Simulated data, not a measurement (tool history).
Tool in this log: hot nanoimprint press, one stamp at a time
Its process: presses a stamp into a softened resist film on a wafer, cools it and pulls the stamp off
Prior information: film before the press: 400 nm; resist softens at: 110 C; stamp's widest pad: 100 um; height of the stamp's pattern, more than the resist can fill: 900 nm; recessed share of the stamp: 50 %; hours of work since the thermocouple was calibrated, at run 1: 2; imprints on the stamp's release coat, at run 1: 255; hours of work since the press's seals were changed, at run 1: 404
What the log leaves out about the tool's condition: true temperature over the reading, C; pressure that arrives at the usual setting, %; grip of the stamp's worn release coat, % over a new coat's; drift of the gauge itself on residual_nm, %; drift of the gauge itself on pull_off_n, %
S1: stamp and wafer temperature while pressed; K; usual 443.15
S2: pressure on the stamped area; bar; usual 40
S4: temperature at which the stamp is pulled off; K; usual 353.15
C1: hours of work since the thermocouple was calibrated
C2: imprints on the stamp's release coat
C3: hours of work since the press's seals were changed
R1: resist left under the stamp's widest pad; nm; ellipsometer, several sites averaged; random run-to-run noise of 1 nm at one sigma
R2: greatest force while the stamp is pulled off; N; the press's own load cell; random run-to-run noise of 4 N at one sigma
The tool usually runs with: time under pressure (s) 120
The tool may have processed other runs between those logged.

{"run": 1, "hour": 0.0, "S1": 443.15, "S2": 40, "time under pressure (s)": 120, "S4": 353.15, "C1": 2, "C2": 255, "C3": 404, "R1": 203.5, "R2": 219}
{"run": 2, "hour": 58.6, "S1": 443.15, "S2": 40, "time under pressure (s)": 120, "S4": 353.15, "C1": 28, "C2": 336, "C3": 429, "R1": 206.6, "R2": 225}
{"run": 3, "hour": 106.8, "S1": 443.15, "S2": 40, "time under pressure (s)": 120, "S4": 353.15, "C1": 49, "C2": 402, "C3": 450, "R1": 205.4, "R2": 226}
{"run": 4, "hour": 184.6, "S1": 443.15, "S2": 39.3, "time under pressure (s)": 120, "S4": 353.15, "C1": 82, "C2": 510, "C3": 484, "R1": 208.2, "R2": 237}
{"run": 5, "hour": 270.4, "S1": 443.15, "S2": 40, "time under pressure (s)": 120, "S4": 354.15, "C1": 120, "C2": 628, "C3": 522, "R1": 208.4, "R2": 245}
{"run": 6, "hour": 320.5, "S1": 443.15, "S2": 40, "time under pressure (s)": 120, "S4": 353.15, "C1": 142, "C2": 697, "C3": 544, "R1": 206.7, "R2": 260}
{"run": 7, "hour": 369.2, "S1": 444.15, "S2": 40, "time under pressure (s)": 120, "S4": 353.15, "C1": 163, "C2": 765, "C3": 565, "R1": 202.8, "R2": 279}
{"run": 8, "hour": 429.9, "S1": 444.15, "S2": 40, "time under pressure (s)": 120, "S4": 353.15, "C1": 190, "C2": 848, "C3": 591, "R1": 202.7, "R2": 283}
{"run": 9, "hour": 510.9, "S1": 444.15, "S2": 40, "time under pressure (s)": 120, "S4": 353.15, "C1": 225, "C2": 960, "C3": 627, "R1": 203.7, "R2": 292}
{"run": 10, "hour": 578.3, "S1": 443.15, "S2": 40, "time under pressure (s)": 91, "S4": 353.15, "C1": 254, "C2": 1053, "C3": 656, "R1": 231.7, "R2": 302}
{"run": 11, "hour": 652.1, "S1": 446.15, "S2": 25, "time under pressure (s)": 125, "S4": 353.15, "C1": 287, "C2": 1155, "C3": 688, "R1": 225.4, "R2": 327}
{"hour": 659.9, "done": "plate thermocouple calibrated"}
{"run": 12, "hour": 735.8, "S1": 443.15, "S2": 24.4, "time under pressure (s)": 84, "S4": 349.15, "C1": 33, "C2": 1267, "C3": 723, "R1": 281.2, "R2": 368}
{"run": 13, "hour": 805.9, "S1": 449.15, "S2": 45.2, "time under pressure (s)": 84, "S4": 349.15, "C1": 64, "C2": 1363, "C3": 754, "R1": 195, "R2": 397}
{"run": 14, "hour": 845.8, "S1": 449.15, "S2": 45.2, "time under pressure (s)": 84, "S4": 349.15, "C1": 81, "C2": 1419, "C3": 771, "R1": 196.5, "R2": 391}
{"hour": 859.2, "done": "plate thermocouple calibrated, once more"}
{"run": 15, "hour": 895.0, "S1": 449.15, "S2": 45.2, "time under pressure (s)": 84, "S4": 349.15, "C1": 16, "C2": 1482, "C3": 792, "R1": 180, "R2": 394}
{"run": 16, "hour": 991.2, "S1": 449.15, "S2": 52.6, "time under pressure (s)": 98, "S4": 349.15, "C1": 58, "C2": 1615, "C3": 834, "R1": 163.1, "R2": 403}

How the hidden state differs across the entries between the runs, from the last listed run before each to the first after it:
After run 11, before run 12: plate thermocouple calibrated (hour 659.9)
  true temperature over the reading, C: -1.24 -> -1.76; pressure that arrives at the usual setting, %: 98.56 -> 98.48; grip of the stamp's worn release coat, % over a new coat's: 59.9 -> 66.4
  measured minus no-state result, R1: +8.7 -> +12.2 nm; R2: +130 -> +157 N
After run 14, before run 15: plate thermocouple calibrated, once more (hour 859.2)
  true temperature over the reading, C: -1.94 -> 0.24; pressure that arrives at the usual setting, %: 98.37 -> 98.32; grip of the stamp's worn release coat, % over a new coat's: 75.5 -> 79.3
  measured minus no-state result, R1: +13 -> +0.1 nm; R2: +179 -> +173 N
